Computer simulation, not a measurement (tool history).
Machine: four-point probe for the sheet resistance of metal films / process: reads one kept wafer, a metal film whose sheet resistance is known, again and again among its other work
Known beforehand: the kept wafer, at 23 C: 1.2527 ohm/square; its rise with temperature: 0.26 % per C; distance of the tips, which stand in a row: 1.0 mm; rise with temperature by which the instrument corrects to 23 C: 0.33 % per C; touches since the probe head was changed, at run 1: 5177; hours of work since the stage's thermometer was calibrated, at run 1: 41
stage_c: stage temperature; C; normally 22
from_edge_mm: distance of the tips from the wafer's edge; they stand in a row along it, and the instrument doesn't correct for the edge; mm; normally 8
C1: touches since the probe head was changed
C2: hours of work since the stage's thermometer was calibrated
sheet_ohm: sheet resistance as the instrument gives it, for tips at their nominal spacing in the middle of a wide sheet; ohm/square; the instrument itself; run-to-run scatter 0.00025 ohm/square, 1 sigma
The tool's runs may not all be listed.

run 1 hour=0 | stage_c=22 from_edge_mm=8 | C1=5177 C2=41 | sheet_ohm=1.267606
run 2 hour=9 | stage_c=22 from_edge_mm=8 | C1=5584 C2=46 | sheet_ohm=1.26746
run 3 hour=25.8 | stage_c=22 from_edge_mm=8 | C1=6344 C2=57 | sheet_ohm=1.267755
run 4 hour=40.1 | stage_c=22 from_edge_mm=8 | C1=6992 C2=65 | sheet_ohm=1.267659
run 5 hour=49.3 | stage_c=22 from_edge_mm=8 | C1=7407 C2=71 | sheet_ohm=1.26785
run 6 hour=61 | stage_c=22 from_edge_mm=8 | C1=7939 C2=78 | sheet_ohm=1.267851
run 7 hour=68.5 | stage_c=22 from_edge_mm=6 | C1=8279 C2=82 | sheet_ohm=1.275473
run 8 hour=77.9 | stage_c=21 from_edge_mm=8 | C1=8701 C2=88 | sheet_ohm=1.2689
run 9 hour=87 | stage_c=21 from_edge_mm=8 | C1=9115 C2=94 | sheet_ohm=1.268673
run 10 hour=102 | stage_c=21 from_edge_mm=8 | C1=9792 C2=103 | sheet_ohm=1.268902
run 11 hour=118.4 | stage_c=22 from_edge_mm=29 | C1=10535 C2=112 | sheet_ohm=1.258188
run 12 hour=132.5 | stage_c=22 from_edge_mm=29 | C1=11170 C2=121 | sheet_ohm=1.25784
run 13 hour=143 | stage_c=22 from_edge_mm=29 | C1=11649 C2=127 | sheet_ohm=1.258224
run 14 hour=152.8 | stage_c=22 from_edge_mm=29 | C1=12091 C2=133 | sheet_ohm=1.258551
run 15 hour=167.4 | stage_c=32 from_edge_mm=7 | C1=12749 C2=142 | sheet_ohm=1.262089
run 16 hour=181.3 | stage_c=32 from_edge_mm=7 | C1=13382 C2=150 | sheet_ohm=1.261777
run 17 hour=190.6 | stage_c=32 from_edge_mm=7 | C1=13801 C2=156 | sheet_ohm=1.262152
run 18 hour=204 | stage_c=32 from_edge_mm=72 | C1=14409 C2=164 | sheet_ohm=1.248177
run 19 hour=211.3 | stage_c=30 from_edge_mm=72 | C1=14738 C2=169 | sheet_ohm=1.250248
run 20 hour=227.8 | stage_c=19 from_edge_mm=23 | C1=15483 C2=178 | sheet_ohm=1.261989
run 21 hour=238.5 | stage_c=27 from_edge_mm=4 | C1=15969 C2=185 | sheet_ohm=1.293983
run 22 hour=245.9 | stage_c=33 from_edge_mm=26 | C1=16304 C2=189 | sheet_ohm=1.24863
run 23 hour=255.5 | stage_c=33 from_edge_mm=26 | C1=16740 C2=195 | sheet_ohm=1.248802
run 24 hour=264.1 | stage_c=20 from_edge_mm=6 | C1=17128 C2=200 | sheet_ohm=1.278289
run 25 hour=272.8 | stage_c=20 from_edge_mm=6 | C1=17519 C2=206 | sheet_ohm=1.277949
run 26 hour=286.8 | stage_c=27 from_edge_mm=4 | C1=18155 C2=214 | sheet_ohm=1.29364

Branching from run 26: 4 alternative next runs. What would each branch give?
run A hour=300 | stage_c=29 from_edge_mm=4 | C1=18752 C2=222 | sheet_ohm=?
run B hour=300 | stage_c=30 from_edge_mm=33 | C1=18752 C2=222 | sheet_ohm=?
run C hour=300 | stage_c=27 from_edge_mm=4 | C1=18752 C2=222 | sheet_ohm=?
run D hour=300 | stage_c=22 from_edge_mm=5 | C1=18752 C2=222 | sheet_ohm=?

run=A sheet_ohm=1.291803
run=B sheet_ohm=1.25137
run=C sheet_ohm=1.294021
run=D sheet_ohm=1.284669
Take away the tool's hidden state, keep each run's random variation, and the runs would have read:
run=A sheet_ohm=1.2874
run=B sheet_ohm=1.247095
run=C sheet_ohm=1.289609
run=D sheet_ohm=1.280282
